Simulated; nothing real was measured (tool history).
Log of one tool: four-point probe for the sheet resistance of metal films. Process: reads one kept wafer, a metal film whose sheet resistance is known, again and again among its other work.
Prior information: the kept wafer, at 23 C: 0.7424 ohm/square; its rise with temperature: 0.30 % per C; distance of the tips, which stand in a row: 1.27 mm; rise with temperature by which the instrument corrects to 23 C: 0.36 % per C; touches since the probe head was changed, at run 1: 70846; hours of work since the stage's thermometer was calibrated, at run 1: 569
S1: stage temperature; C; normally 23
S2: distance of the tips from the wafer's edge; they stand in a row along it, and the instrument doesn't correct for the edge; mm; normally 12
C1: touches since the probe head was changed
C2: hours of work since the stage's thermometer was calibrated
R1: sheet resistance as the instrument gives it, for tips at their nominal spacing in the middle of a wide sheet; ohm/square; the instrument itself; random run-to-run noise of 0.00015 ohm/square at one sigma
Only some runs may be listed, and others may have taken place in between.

run	day	S1	S2	C1	C2	R1
1	0.000	23	12	70846	569	0.748282
2	1.046	23	12	71823	583	0.748358
3	2.033	23	12	72746	596	0.748155
4	3.433	23	12	74051	614	0.748014
5	4.650	23	12	75190	630	0.748013
6	5.783	23	12	76248	644	0.748277
7	7.350	23	12	77708	665	0.748182
8	9.075	23	12	79321	687	0.748329
9	10.367	29	12	80526	704	0.745403
10	11.492	32	12	81578	718	0.744063
11	13.079	32	12	83059	739	0.744135
12	15.196	32	12	85038	766	0.743929
13	16.138	24	12	85914	779	0.748116
14	17.062	23	12	86780	791	0.748721
15	19.071	23	12	88654	817	0.748313
16	20.733	33	12	90207	838	0.743772
17	21.683	33	12	91093	851	0.743677
18	22.779	33	12	92119	865	0.743642
19	24.896	33	12	94096	892	0.744206
# day 25.025: stage's thermometer calibrated
20	26.638	33	12	95701	21	0.743837
21	27.675	33	12	96670	34	0.743731
22	29.571	33	12	98439	59	0.743882
23	31.438	33	12	100183	83	0.744221
24	33.346	33	12	101966	108	0.744260
# day 34.617: stage's thermometer calibrated, once more
25	34.888	27	42	103385	3	0.743167
26	36.621	30	34	105003	26	0.741888
27	37.612	26	34	105931	39	0.743887
28	39.188	33	10	107401	59	0.746727
29	40.188	27	61	108337	72	0.743335
# day 41.888: new probe head fitted
30	42.046	24	51	147	96	0.735940
31	44.088	32	14	2055	122	0.735002
32	45.454	25	15	3329	140	0.738011
33	46.758	25	15	4545	157	0.738308
34	48.896	33	34	6545	185	0.731937
35	49.821	35	7	7406	197	0.743301
36	51.733	35	7	9193	222	0.743612
37	53.175	21	65	10539	240	0.737413
38	54.075	33	56	11381	252	0.731896
39	55.888	33	56	13074	275	0.731906
40	56.812	23	12	13936	287	0.740916
41	59.046	23	12	16020	316	0.741122
42	60.638	21	12	17507	337	0.742123
43	62.138	21	12	18910	357	0.742246
44	64.050	27	8	20696	381	0.744625
45	65.800	27	8	22329	404	0.744717

3 ways to go on from here, each from the tool as it stands after run 45. What would each give?
A	66.933	25	31	23388	419	?
B	66.933	19	39	23388	419	?
C	66.933	23	5	23388	419	?

run	R1
A	0.736417
B	0.739337
C	0.761541
With no hidden state in the tool, these same runs would have given:
run	R1
A	0.741998
B	0.744943
C	0.767299
